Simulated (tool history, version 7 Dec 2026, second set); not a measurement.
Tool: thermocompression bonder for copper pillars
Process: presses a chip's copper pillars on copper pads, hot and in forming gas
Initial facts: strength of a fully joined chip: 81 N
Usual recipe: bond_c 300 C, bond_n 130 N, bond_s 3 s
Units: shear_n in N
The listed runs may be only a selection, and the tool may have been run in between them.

run   hour  bond_c  bond_n  bond_s  shear_n
  1    0.0     300     130       3     43.3
  2    5.8     300     130       3     43.4
  3   11.0     300     130       3     43.4
  4   19.3     285     130       3     35.3
  5   28.0     271     130       3     28.2
  6   34.3     271     106       3     24.3
  7   39.4     300     130       7     55.7
  8   45.4     300     130       7     55.7
  9   49.3     300     130       7     55.5
 10   53.3     300     130       7     56.2
 11   61.6     300     130       7     55.9
 12   70.2     300     130       9     60.0
 13   76.5     300     130       9     59.9
 14   81.2     300     130       9     59.6
 15   89.7     300     130       5     51.1
      93.7  -- forming gas filter changed
 16   96.8     300     130       5     50.9
 17  104.8     300     130       6     54.3
 18  109.9     300     130       6     54.0
 19  115.1     300     130       6     53.6
 20  121.6     300     130       6     54.0
 21  130.3     299     130       2     37.2
 22  136.5     300     144       3     46.5
 23  144.2     300     111       4     43.6
 24  148.0     294     195       2     45.4
 25  156.1     321     130       3     55.0
 26  165.0     276     127       2     25.7
 27  171.4     276     127       2     26.5
 28  177.1     276     127       2     25.8
 29  185.0     276     127       2     26.1
 30  190.5     278     127       2     26.4
 31  198.3     300     151       3     47.8
 32  204.2     300     194       5     61.8

Run 33 is up next; what results do you expect?
 33  211.0     288     137       9        ?

Run 33 produced shear_n 54.5 N.
Without the tool's hidden state the same run would have given shear_n 54.6 N.

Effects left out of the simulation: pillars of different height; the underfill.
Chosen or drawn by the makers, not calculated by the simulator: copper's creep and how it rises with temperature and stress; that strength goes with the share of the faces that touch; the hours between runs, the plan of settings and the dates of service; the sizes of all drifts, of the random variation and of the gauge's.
